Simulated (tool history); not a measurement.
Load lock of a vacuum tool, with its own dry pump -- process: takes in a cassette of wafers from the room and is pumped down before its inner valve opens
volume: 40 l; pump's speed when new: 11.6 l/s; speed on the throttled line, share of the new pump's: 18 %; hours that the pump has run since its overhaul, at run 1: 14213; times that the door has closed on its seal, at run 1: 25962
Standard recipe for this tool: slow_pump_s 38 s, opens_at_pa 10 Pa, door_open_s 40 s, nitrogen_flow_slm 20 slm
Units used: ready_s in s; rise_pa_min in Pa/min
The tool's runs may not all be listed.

| run | hour | slow_pump_s | opens_at_pa | door_open_s | nitrogen_flow_slm | hours that the pump has run since its overhaul | times that the door has closed on its seal | incoming humidity of the room's air, % | ready_s | rise_pa_min |
|---|---|---|---|---|---|---|---|---|---|---|
| 1 | 0 | 38 | 10 | 40 | 20 | 14213 | 25962 | 44.7 | 65.9 | 0.129 |
| 2 | 154.6 | 38 | 10 | 40 | 20 | 14368 | 26630 | 42.6 | 65.8 | 0.134 |
| 3 | 273.4 | 38 | 10 | 40 | 20 | 14486 | 27143 | 43.6 | 65.9 | 0.138 |
| 4 | 391.9 | 38 | 10 | 40 | 20 | 14605 | 27654 | 45.3 | 66.2 | 0.149 |
| 5 | 496 | 38 | 10 | 40 | 20 | 14709 | 28104 | 43.5 | 65.6 | 0.147 |
| 6 | 614.6 | 38 | 10 | 40 | 20 | 14828 | 28615 | 42.4 | 65.9 | 0.152 |
| 7 | 789.8 | 38 | 10 | 40 | 20 | 15003 | 29372 | 43.6 | 66.8 | 0.154 |
| 8 | 962.9 | 38 | 10 | 40 | 20 | 15176 | 30119 | 45.2 | 66.6 | 0.165 |
| 9 | 1164 | 38 | 10 | 40 | 24 | 15377 | 30987 | 44.2 | 65.9 | 0.169 |
| 10 | 1342.4 | 38 | 10 | 40 | 24 | 15555 | 31757 | 43.3 | 66.6 | 0.176 |
| 11 | 1510.6 | 38 | 10 | 40 | 24 | 15724 | 32483 | 44.4 | 66.2 | 0.181 |
| 12 | 1652.4 | 38 | 10 | 40 | 24 | 15865 | 33095 | 44.7 | 66.2 | 0.191 |
| 13 | 1840.6 | 38 | 10 | 40 | 24 | 16053 | 33908 | 42.4 | 66.1 | 0.185 |
| 14 | 2026.2 | 38 | 10 | 40 | 18 | 16239 | 34710 | 44.6 | 65.9 | 0.199 |
| 15 | 2181.6 | 38 | 10 | 40 | 18 | 16395 | 35380 | 42.6 | 66.3 | 0.206 |
| 16 | 2270.7 | 38 | 10 | 40 | 20 | 16484 | 35765 | 42.5 | 66.3 | 0.208 |
| 17 | 2449 | 38 | 10 | 40 | 20 | 16662 | 36535 | 45.8 | 66.5 | 0.208 |
| 18 | 2571.9 | 38 | 10 | 40 | 20 | 16785 | 37065 | 41.7 | 66.3 | 0.216 |
| 19 | 2789.2 | 38 | 10 | 40 | 20 | 17002 | 38003 | 45.3 | 66.3 | 0.225 |
| 20 | 2990.3 | 38 | 10 | 62 | 22 | 17203 | 38871 | 44.4 | 66.7 | 0.23 |
| 21 | 3159.9 | 50 | 7 | 27 | 22 | 17373 | 39603 | 44.5 | 77.8 | 0.238 |
| 22 | 3294.8 | 20 | 7 | 27 | 22 | 17508 | 40186 | 49.6 | 54.2 | 0.244 |
| 23 | 3446.7 | 22 | 16 | 119 | 20 | 17660 | 40842 | 41.2 | 51.9 | 0.257 |
| 24 | 3547.7 | 32 | 10 | 40 | 5 | 17761 | 41278 | 46.8 | 62 | 0.269 |
| 25 | 3712.5 | 32 | 10 | 40 | 5 | 17925 | 41989 | 42.4 | 61.8 | 0.27 |
| 26 | 3813.6 | 32 | 10 | 40 | 5 | 18027 | 42426 | 48.1 | 62.1 | 0.283 |
| 27 | 3914.4 | 38 | 11 | 29 | 15 | 18127 | 42861 | 43.9 | 66.2 | 0.262 |
| 28 | 4133.9 | 20 | 11 | 40 | 19 | 18347 | 43808 | 45.6 | 52.4 | 0.279 |
| 29 | 4225.4 | 35 | 7 | 65 | 30 | 18438 | 44203 | 44.4 | 66 | 0.278 |
| 30 | 4354.1 | 35 | 7 | 65 | 30 | 18567 | 44759 | 43.7 | 66.3 | 0.283 |
| 31 | 4502 | 46 | 10 | 40 | 20 | 18715 | 45397 | 43.9 | 73.8 | 0.289 |
| 32 | 4686.4 | 46 | 10 | 40 | 20 | 18899 | 46193 | 44.3 | 73.7 | 0.293 |
| 33 | 4825.7 | 38 | 10 | 40 | 8 | 19039 | 46795 | 43.1 | 67.1 | 0.315 |
| 34 | 5027.1 | 55 | 16 | 156 | 4 | 19240 | 47664 | 46.2 | 78.5 | 0.378 |
| 35 | 5172.3 | 20 | 10 | 40 | 20 | 19385 | 48291 | 46.7 | 52.8 | 0.316 |
| 36 | 5277.8 | 44 | 10 | 40 | 17 | 19491 | 48746 | 44.7 | 72 | 0.341 |
| 37 | 5470.4 | 44 | 10 | 134 | 17 | 19683 | 49578 | 45.5 | 72 | 0.356 |

Difference, measured minus no-hidden-state, one row per run. Run-to-run variation is common to both terms; the gauge's own scatter need not be:
Hidden conditions of the tool in this case: pump's speed, % of a new pump's; leak at the door's seal, Pa l/s; drift of the gauge itself on ready_s, %; drift of the gauge itself on rise_pa_min, %.
| run | ready_s | rise_pa_min |
|---|---|---|
| 1 | +2.8 | +0.113 |
| 2 | +2.8 | +0.117 |
| 3 | +2.9 | +0.123 |
| 4 | +2.8 | +0.126 |
| 5 | +2.8 | +0.128 |
| 6 | +2.9 | +0.133 |
| 7 | +2.9 | +0.138 |
| 8 | +3 | +0.142 |
| 9 | +3 | +0.151 |
| 10 | +3.1 | +0.156 |
| 11 | +3.1 | +0.159 |
| 12 | +3.1 | +0.17 |
| 13 | +3.2 | +0.174 |
| 14 | +3.3 | +0.177 |
| 15 | +3.3 | +0.186 |
| 16 | +3.3 | +0.185 |
| 17 | +3.4 | +0.192 |
| 18 | +3.3 | +0.2 |
| 19 | +3.4 | +0.205 |
| 20 | +3.5 | +0.212 |
| 21 | +3.5 | +0.219 |
| 22 | +4.2 | +0.228 |
| 23 | +3.7 | +0.228 |
| 24 | +3.8 | +0.234 |
| 25 | +3.8 | +0.234 |
| 26 | +3.9 | +0.243 |
| 27 | +3.6 | +0.245 |
| 28 | +4.2 | +0.259 |
| 29 | +4.1 | +0.258 |
| 30 | +4.1 | +0.265 |
| 31 | +3.7 | +0.272 |
| 32 | +3.8 | +0.276 |
| 33 | +4 | +0.284 |
| 34 | +3.3 | +0.297 |
| 35 | +4.6 | +0.3 |
| 36 | +4 | +0.314 |
| 37 | +4 | +0.316 |
